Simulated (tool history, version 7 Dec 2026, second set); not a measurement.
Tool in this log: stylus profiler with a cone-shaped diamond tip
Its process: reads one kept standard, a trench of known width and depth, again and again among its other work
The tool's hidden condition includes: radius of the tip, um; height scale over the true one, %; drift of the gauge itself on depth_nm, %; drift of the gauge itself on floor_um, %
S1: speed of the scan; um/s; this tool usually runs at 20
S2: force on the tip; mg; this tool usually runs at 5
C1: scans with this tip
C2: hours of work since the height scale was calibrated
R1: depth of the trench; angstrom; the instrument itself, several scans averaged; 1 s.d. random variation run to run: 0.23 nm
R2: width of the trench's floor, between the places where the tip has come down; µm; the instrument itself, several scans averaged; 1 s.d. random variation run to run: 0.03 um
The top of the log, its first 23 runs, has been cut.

Run 24, hour 290.4: usual settings but S1 9 um/s, S2 3.94 mg; C1 9503; C2 822. Result: R1 10215.5 angstrom, R2 13.63 µm.
Run 25, hour 304: usual settings but S1 5 um/s, S2 12.27 mg; C1 9583; C2 829. Result: R1 10486.4 angstrom, R2 13.67 µm.
Run 26, hour 322.8: usual settings but S1 7 um/s, S2 5.52 mg; C1 9693; C2 838. Result: R1 10274.5 angstrom, R2 13.6 µm.
Run 27, hour 336.4: usual settings but S1 5 um/s, S2 11.11 mg; C1 9772; C2 845. Result: R1 10451.4 angstrom, R2 13.6 µm.
At hour 338.6: height scale calibrated on a step standard.
Run 28, hour 354.2: usual settings but S1 5 um/s, S2 11.11 mg; C1 9874; C2 8. Result: R1 10447.9 angstrom, R2 13.61 µm.
Run 29, hour 367.5: usual settings but S1 62 um/s, S2 11.11 mg; C1 9952; C2 15. Result: R1 10449.4 angstrom, R2 13.48 µm.
Run 30, hour 384.5: usual settings but S1 14 um/s, S2 12.99 mg; C1 10052; C2 23. Result: R1 10509 angstrom, R2 13.59 µm.
Run 31, hour 397: usual settings but S1 17 um/s, S2 6.39 mg; C1 10125; C2 30. Result: R1 10302.3 angstrom, R2 13.55 µm.
Run 32, hour 406.6: usual settings but S1 17 um/s, S2 6.39 mg; C1 10182; C2 35. Result: R1 10300.4 angstrom, R2 13.53 µm.
Run 33, hour 419.4: usual settings but S1 67 um/s, S2 5.38 mg; C1 10257; C2 41. Result: R1 10263 angstrom, R2 13.38 µm.
Run 34, hour 431: usual settings but S2 5.94 mg; C1 10326; C2 47. Result: R1 10284.1 angstrom, R2 13.48 µm.
At hour 435: height scale calibrated on a step standard, once more.
Run 35, hour 449.9: usual settings but S1 46 um/s, S2 6.8 mg; C1 10433; C2 8. Result: R1 10342.3 angstrom, R2 13.4 µm.
Run 36, hour 464: usual settings but S1 68 um/s, S2 2.25 mg; C1 10516; C2 15. Result: R1 10163.2 angstrom, R2 13.26 µm.
Run 37, hour 478.5: usual settings but S2 1.75 mg; C1 10602; C2 22. Result: R1 10135 angstrom, R2 13.45 µm.
Run 38, hour 494.9: usual settings but S1 73 um/s, S2 13.11 mg; C1 10698; C2 30. Result: R1 10531.2 angstrom, R2 13.3 µm.
Run 39, hour 507.3: usual settings but S1 12 um/s, S2 3.78 mg; C1 10771; C2 37. Result: R1 10228.9 angstrom, R2 13.37 µm.
Run 40, hour 521.5: usual settings but S1 12 um/s, S2 3.78 mg; C1 10854; C2 44. Result: R1 10231.9 angstrom, R2 13.4 µm.
Run 41, hour 535.3: usual settings but S1 12 um/s, S2 3.78 mg; C1 10935; C2 51. Result: R1 10226.8 angstrom, R2 13.34 µm.
Run 42, hour 551.6: usual settings but S1 35 um/s, S2 5.3 mg; C1 11031; C2 59. Result: R1 10285.2 angstrom, R2 13.29 µm.
Run 43, hour 563.8: usual settings but S1 35 um/s, S2 5.3 mg; C1 11102; C2 65. Result: R1 10289.8 angstrom, R2 13.32 µm.
Run 44, hour 572.1: usual settings but S1 7 um/s, S2 9.55 mg; C1 11151; C2 70. Result: R1 10431.1 angstrom, R2 13.36 µm.
Run 45, hour 586.2: usual settings but S1 9 um/s, S2 8.41 mg; C1 11234; C2 77. Result: R1 10391.4 angstrom, R2 13.35 µm.
Run 46, hour 597.6: usual settings but S1 65 um/s, S2 9.32 mg; C1 11301; C2 83. Result: R1 10418.5 angstrom, R2 13.24 µm.

Consider 3 possible next runs. They are alternatives, not a sequence: every one starts from the tool as it was left by run 46. What does each give?
Run A, hour 612.9: usual settings but S1 7 um/s, S2 9.32 mg; C1 11391; C2 90. Result: R1 ?, R2 ?.
Run B, hour 612.9: usual settings but S1 16 um/s, S2 7.01 mg; C1 11391; C2 90. Result: R1 ?, R2 ?.
Run C, hour 612.9: usual settings but S1 65 um/s, S2 1.93 mg; C1 11391; C2 90. Result: R1 ?, R2 ?.

run       R1     R2
  A  10413.6  13.32
  B  10346.5  13.27
  C  10145.6  13.14
The same runs, with their run-to-run variation unchanged, on a tool lacking any hidden condition would have given:
run       R1     R2
  A  10418.4  15.99
  B  10351.2  15.94
  C  10150.2  15.82
